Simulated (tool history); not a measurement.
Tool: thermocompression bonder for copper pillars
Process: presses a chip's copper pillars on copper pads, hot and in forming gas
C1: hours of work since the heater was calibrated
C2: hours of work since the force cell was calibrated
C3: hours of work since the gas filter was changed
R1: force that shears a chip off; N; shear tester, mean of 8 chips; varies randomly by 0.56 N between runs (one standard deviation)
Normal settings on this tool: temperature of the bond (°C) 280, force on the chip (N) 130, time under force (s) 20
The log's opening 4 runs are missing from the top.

{"run": 5, "hour": 147.4, "temperature of the bond (°C)": 280, "force on the chip (N)": 130, "time under force (s)": 18, "C1": 504, "C2": 504, "C3": 375, "R1": 59.8}
{"run": 6, "hour": 173.4, "temperature of the bond (°C)": 280, "force on the chip (N)": 130, "time under force (s)": 18, "C1": 524, "C2": 524, "C3": 395, "R1": 60.1}
{"run": 7, "hour": 226.8, "temperature of the bond (°C)": 280, "force on the chip (N)": 130, "time under force (s)": 18, "C1": 565, "C2": 565, "C3": 437, "R1": 58.9}
{"run": 8, "hour": 256.8, "temperature of the bond (°C)": 280, "force on the chip (N)": 130, "time under force (s)": 18, "C1": 589, "C2": 589, "C3": 460, "R1": 58.4}
{"hour": 297.3, "done": "forming gas filter changed"}
{"run": 9, "hour": 309.2, "temperature of the bond (°C)": 280, "force on the chip (N)": 130, "time under force (s)": 18, "C1": 629, "C2": 629, "C3": 9, "R1": 63.4}
{"run": 10, "hour": 332.8, "temperature of the bond (°C)": 280, "force on the chip (N)": 130, "time under force (s)": 18, "C1": 647, "C2": 647, "C3": 28, "R1": 63.2}
{"run": 11, "hour": 383.2, "temperature of the bond (°C)": 280, "force on the chip (N)": 130, "time under force (s)": 29, "C1": 686, "C2": 686, "C3": 67, "R1": 72.1}
{"run": 12, "hour": 408.5, "temperature of the bond (°C)": 280, "force on the chip (N)": 130, "time under force (s)": 20, "C1": 706, "C2": 706, "C3": 86, "R1": 64.4}
{"run": 13, "hour": 458.0, "temperature of the bond (°C)": 280, "force on the chip (N)": 130, "time under force (s)": 20, "C1": 744, "C2": 744, "C3": 125, "R1": 64.9}
{"run": 14, "hour": 507.0, "temperature of the bond (°C)": 280, "force on the chip (N)": 130, "time under force (s)": 25, "C1": 782, "C2": 782, "C3": 163, "R1": 67.4}
{"run": 15, "hour": 549.8, "temperature of the bond (°C)": 280, "force on the chip (N)": 130, "time under force (s)": 25, "C1": 815, "C2": 815, "C3": 196, "R1": 67.5}
{"run": 16, "hour": 586.3, "temperature of the bond (°C)": 280, "force on the chip (N)": 150, "time under force (s)": 20, "C1": 844, "C2": 844, "C3": 224, "R1": 67.3}
{"run": 17, "hour": 621.3, "temperature of the bond (°C)": 280, "force on the chip (N)": 150, "time under force (s)": 20, "C1": 871, "C2": 871, "C3": 251, "R1": 66.9}
{"run": 18, "hour": 672.7, "temperature of the bond (°C)": 280, "force on the chip (N)": 130, "time under force (s)": 20, "C1": 911, "C2": 911, "C3": 291, "R1": 60.6}
{"run": 19, "hour": 725.3, "temperature of the bond (°C)": 280, "force on the chip (N)": 130, "time under force (s)": 20, "C1": 951, "C2": 951, "C3": 332, "R1": 60.5}
{"run": 20, "hour": 768.5, "temperature of the bond (°C)": 288, "force on the chip (N)": 131, "time under force (s)": 18, "C1": 985, "C2": 985, "C3": 365, "R1": 62.2}
{"run": 21, "hour": 802.4, "temperature of the bond (°C)": 288, "force on the chip (N)": 131, "time under force (s)": 18, "C1": 1011, "C2": 1011, "C3": 392, "R1": 61.5}
{"hour": 809.1, "done": "heater calibrated with a thermocouple chip"}
{"run": 22, "hour": 856.8, "temperature of the bond (°C)": 261, "force on the chip (N)": 140, "time under force (s)": 57, "C1": 37, "C2": 1052, "C3": 432, "R1": 71.6}
{"run": 23, "hour": 884.1, "temperature of the bond (°C)": 261, "force on the chip (N)": 140, "time under force (s)": 57, "C1": 58, "C2": 1073, "C3": 453, "R1": 71.3}
{"run": 24, "hour": 911.5, "temperature of the bond (°C)": 280, "force on the chip (N)": 108, "time under force (s)": 20, "C1": 79, "C2": 1094, "C3": 475, "R1": 51.2}
{"hour": 932.5, "done": "forming gas filter changed"}
{"run": 25, "hour": 953.0, "temperature of the bond (°C)": 254, "force on the chip (N)": 117, "time under force (s)": 20, "C1": 111, "C2": 1126, "C3": 16, "R1": 44.7}
{"run": 26, "hour": 999.9, "temperature of the bond (°C)": 273, "force on the chip (N)": 153, "time under force (s)": 48, "C1": 147, "C2": 1162, "C3": 52, "R1": 83.8}
{"run": 27, "hour": 1028.8, "temperature of the bond (°C)": 273, "force on the chip (N)": 153, "time under force (s)": 48, "C1": 170, "C2": 1185, "C3": 75, "R1": 83.3}
{"hour": 1042.6, "done": "heater calibrated with a thermocouple chip, once more"}
{"run": 28, "hour": 1069.6, "temperature of the bond (°C)": 273, "force on the chip (N)": 153, "time under force (s)": 48, "C1": 21, "C2": 1215, "C3": 105, "R1": 85.4}

Predict the results of run 29:
{"run": 29, "hour": 1101.8, "temperature of the bond (°C)": 273, "force on the chip (N)": 153, "time under force (s)": 48, "C1": 46, "C2": 1240, "C3": 130, "R1": "?"}

Logged for run 29: R1 83.6 N.
Minus the tool's unlogged condition, the same run would have read R1 90.0 N.

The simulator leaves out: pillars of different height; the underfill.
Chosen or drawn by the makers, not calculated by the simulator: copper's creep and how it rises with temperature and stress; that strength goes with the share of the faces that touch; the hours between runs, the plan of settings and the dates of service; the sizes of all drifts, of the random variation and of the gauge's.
